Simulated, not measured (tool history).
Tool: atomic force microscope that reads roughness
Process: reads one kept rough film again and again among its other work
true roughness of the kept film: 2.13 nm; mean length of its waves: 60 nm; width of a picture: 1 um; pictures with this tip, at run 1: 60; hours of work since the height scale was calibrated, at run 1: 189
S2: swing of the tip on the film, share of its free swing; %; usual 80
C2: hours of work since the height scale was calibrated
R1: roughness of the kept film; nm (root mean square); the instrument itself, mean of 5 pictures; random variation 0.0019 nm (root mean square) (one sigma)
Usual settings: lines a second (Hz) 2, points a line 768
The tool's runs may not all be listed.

{"run": 1, "hour": 0.0, "lines a second (Hz)": 2, "S2": 80, "points a line": 768, "pictures with this tip": 60, "C2": 189, "R1": 1.721}
{"run": 2, "hour": 14.1, "lines a second (Hz)": 2, "S2": 80, "points a line": 768, "pictures with this tip": 77, "C2": 196, "R1": 1.722}
{"run": 3, "hour": 30.3, "lines a second (Hz)": 2, "S2": 80, "points a line": 768, "pictures with this tip": 96, "C2": 205, "R1": 1.716}
{"run": 4, "hour": 46.3, "lines a second (Hz)": 2, "S2": 80, "points a line": 768, "pictures with this tip": 115, "C2": 213, "R1": 1.719}
{"run": 5, "hour": 67.1, "lines a second (Hz)": 2, "S2": 80, "points a line": 768, "pictures with this tip": 140, "C2": 224, "R1": 1.712}
{"run": 6, "hour": 84.8, "lines a second (Hz)": 1, "S2": 80, "points a line": 768, "pictures with this tip": 161, "C2": 233, "R1": 1.868}
{"run": 7, "hour": 109.1, "lines a second (Hz)": 2, "S2": 80, "points a line": 768, "pictures with this tip": 191, "C2": 245, "R1": 1.704}
{"run": 8, "hour": 124.6, "lines a second (Hz)": 2, "S2": 80, "points a line": 768, "pictures with this tip": 209, "C2": 253, "R1": 1.701}
{"hour": 144.7, "done": "new tip fitted"}
{"run": 9, "hour": 144.7, "lines a second (Hz)": 2, "S2": 80, "points a line": 768, "pictures with this tip": 0, "C2": 263, "R1": 1.731}
{"run": 10, "hour": 160.7, "lines a second (Hz)": 2, "S2": 80, "points a line": 511, "pictures with this tip": 19, "C2": 272, "R1": 1.726}
{"run": 11, "hour": 180.4, "lines a second (Hz)": 2, "S2": 80, "points a line": 400, "pictures with this tip": 42, "C2": 282, "R1": 1.72}
{"run": 12, "hour": 198.2, "lines a second (Hz)": 2, "S2": 80, "points a line": 748, "pictures with this tip": 64, "C2": 291, "R1": 1.722}
{"run": 13, "hour": 225.9, "lines a second (Hz)": 2, "S2": 80, "points a line": 748, "pictures with this tip": 97, "C2": 305, "R1": 1.716}
{"run": 14, "hour": 245.4, "lines a second (Hz)": 2, "S2": 80, "points a line": 748, "pictures with this tip": 120, "C2": 315, "R1": 1.716}
{"run": 15, "hour": 269.2, "lines a second (Hz)": 2, "S2": 80, "points a line": 748, "pictures with this tip": 149, "C2": 328, "R1": 1.711}
{"hour": 271.5, "done": "height scale calibrated on a step standard"}
{"run": 16, "hour": 290.0, "lines a second (Hz)": 2, "S2": 80, "points a line": 748, "pictures with this tip": 173, "C2": 10, "R1": 1.705}
{"run": 17, "hour": 316.7, "lines a second (Hz)": 2, "S2": 80, "points a line": 748, "pictures with this tip": 205, "C2": 23, "R1": 1.701}
{"hour": 341.8, "done": "new tip fitted"}
{"run": 18, "hour": 341.8, "lines a second (Hz)": 2, "S2": 80, "points a line": 537, "pictures with this tip": 0, "C2": 36, "R1": 1.724}
{"run": 19, "hour": 356.3, "lines a second (Hz)": 2, "S2": 80, "points a line": 768, "pictures with this tip": 17, "C2": 43, "R1": 1.724}
{"run": 20, "hour": 378.9, "lines a second (Hz)": 2, "S2": 80, "points a line": 768, "pictures with this tip": 44, "C2": 55, "R1": 1.719}
{"run": 21, "hour": 402.4, "lines a second (Hz)": 2, "S2": 80, "points a line": 768, "pictures with this tip": 73, "C2": 67, "R1": 1.716}
{"hour": 409.3, "done": "height scale calibrated on a step standard, once more"}
{"run": 22, "hour": 418.7, "lines a second (Hz)": 2, "S2": 80, "points a line": 768, "pictures with this tip": 91, "C2": 5, "R1": 1.714}
{"run": 23, "hour": 446.4, "lines a second (Hz)": 2, "S2": 80, "points a line": 768, "pictures with this tip": 124, "C2": 19, "R1": 1.711}
{"run": 24, "hour": 462.4, "lines a second (Hz)": 2, "S2": 80, "points a line": 826, "pictures with this tip": 143, "C2": 27, "R1": 1.711}
{"run": 25, "hour": 476.9, "lines a second (Hz)": 2, "S2": 80, "points a line": 826, "pictures with this tip": 161, "C2": 35, "R1": 1.705}
{"run": 26, "hour": 503.5, "lines a second (Hz)": 2, "S2": 77, "points a line": 768, "pictures with this tip": 193, "C2": 49, "R1": 1.742}
{"run": 27, "hour": 520.2, "lines a second (Hz)": 3.35, "S2": 77, "points a line": 768, "pictures with this tip": 213, "C2": 57, "R1": 1.578}
{"hour": 539.4, "done": "new tip fitted"}
{"run": 28, "hour": 545.9, "lines a second (Hz)": 3.35, "S2": 77, "points a line": 768, "pictures with this tip": 8, "C2": 70, "R1": 1.613}
{"run": 29, "hour": 570.0, "lines a second (Hz)": 3.35, "S2": 77, "points a line": 768, "pictures with this tip": 37, "C2": 82, "R1": 1.605}
{"run": 30, "hour": 584.7, "lines a second (Hz)": 3.35, "S2": 77, "points a line": 768, "pictures with this tip": 54, "C2": 90, "R1": 1.605}
{"run": 31, "hour": 606.0, "lines a second (Hz)": 2, "S2": 68, "points a line": 756, "pictures with this tip": 80, "C2": 101, "R1": 1.878}
{"run": 32, "hour": 627.5, "lines a second (Hz)": 0.63, "S2": 78, "points a line": 291, "pictures with this tip": 106, "C2": 112, "R1": 1.961}
{"run": 33, "hour": 649.3, "lines a second (Hz)": 1.94, "S2": 78, "points a line": 291, "pictures with this tip": 132, "C2": 123, "R1": 1.748}
{"run": 34, "hour": 665.5, "lines a second (Hz)": 1.94, "S2": 78, "points a line": 291, "pictures with this tip": 151, "C2": 132, "R1": 1.747}
{"run": 35, "hour": 686.6, "lines a second (Hz)": 1.94, "S2": 78, "points a line": 291, "pictures with this tip": 176, "C2": 143, "R1": 1.743}
{"run": 36, "hour": 707.7, "lines a second (Hz)": 0.95, "S2": 80, "points a line": 837, "pictures with this tip": 202, "C2": 153, "R1": 1.878}
{"hour": 734.7, "done": "new tip fitted"}
{"run": 37, "hour": 736.0, "lines a second (Hz)": 2, "S2": 57, "points a line": 407, "pictures with this tip": 2, "C2": 168, "R1": 1.987}
{"run": 38, "hour": 752.8, "lines a second (Hz)": 0.81, "S2": 71, "points a line": 499, "pictures with this tip": 22, "C2": 176, "R1": 1.984}
{"run": 39, "hour": 777.5, "lines a second (Hz)": 0.81, "S2": 85, "points a line": 290, "pictures with this tip": 52, "C2": 189, "R1": 1.875}
{"run": 40, "hour": 801.9, "lines a second (Hz)": 1.69, "S2": 78, "points a line": 742, "pictures with this tip": 81, "C2": 202, "R1": 1.8}
{"run": 41, "hour": 819.1, "lines a second (Hz)": 2.29, "S2": 74, "points a line": 990, "pictures with this tip": 102, "C2": 210, "R1": 1.773}
{"run": 42, "hour": 843.8, "lines a second (Hz)": 2.29, "S2": 74, "points a line": 990, "pictures with this tip": 131, "C2": 223, "R1": 1.761}
{"run": 43, "hour": 860.5, "lines a second (Hz)": 1.95, "S2": 74, "points a line": 990, "pictures with this tip": 151, "C2": 232, "R1": 1.802}
{"run": 44, "hour": 874.5, "lines a second (Hz)": 1.95, "S2": 74, "points a line": 990, "pictures with this tip": 168, "C2": 239, "R1": 1.8}
{"run": 45, "hour": 893.7, "lines a second (Hz)": 2, "S2": 56, "points a line": 768, "pictures with this tip": 191, "C2": 249, "R1": 1.965}
{"run": 46, "hour": 913.3, "lines a second (Hz)": 2, "S2": 57, "points a line": 1012, "pictures with this tip": 214, "C2": 259, "R1": 1.957}
{"hour": 931.1, "done": "new tip fitted"}
{"run": 47, "hour": 941.7, "lines a second (Hz)": 2, "S2": 57, "points a line": 1012, "pictures with this tip": 13, "C2": 273, "R1": 1.985}

Some steps in R1 between neighbouring runs. How much of each would the tool show without its hidden state too (settings, what came in, random variation), and how much is left for the hidden state, with any gauge scatter that isn't in both results?
The hidden state here: radius of the tip, nm; height scale over the true one, %; drift of the gauge itself on roughness_nm, %.
Run 27 -> 28: new tip fitted. R1 +0.035 nm (root mean square): hidden state +0.03, all else +0.005.
Run 30 -> 31: lines a second (Hz) 3.35 -> 2, S2 77 -> 68, points a line 768 -> 756. R1 +0.273 nm (root mean square): hidden state -0.006, all else +0.279.
Run 32 -> 33: lines a second (Hz) 0.63 -> 1.94. R1 -0.213 nm (root mean square): hidden state -0.002, all else -0.211.
Run 36 -> 37: lines a second (Hz) 0.95 -> 2, S2 80 -> 57, points a line 837 -> 407, new tip fitted. R1 +0.109 nm (root mean square): hidden state +0.03, all else +0.079.
Run 44 -> 45: lines a second (Hz) 1.95 -> 2, S2 74 -> 56, points a line 990 -> 768. R1 +0.165 nm (root mean square): hidden state -0.005, all else +0.17.
Run 46 -> 47: new tip fitted. R1 +0.028 nm (root mean square): hidden state +0.029, all else -0.001.

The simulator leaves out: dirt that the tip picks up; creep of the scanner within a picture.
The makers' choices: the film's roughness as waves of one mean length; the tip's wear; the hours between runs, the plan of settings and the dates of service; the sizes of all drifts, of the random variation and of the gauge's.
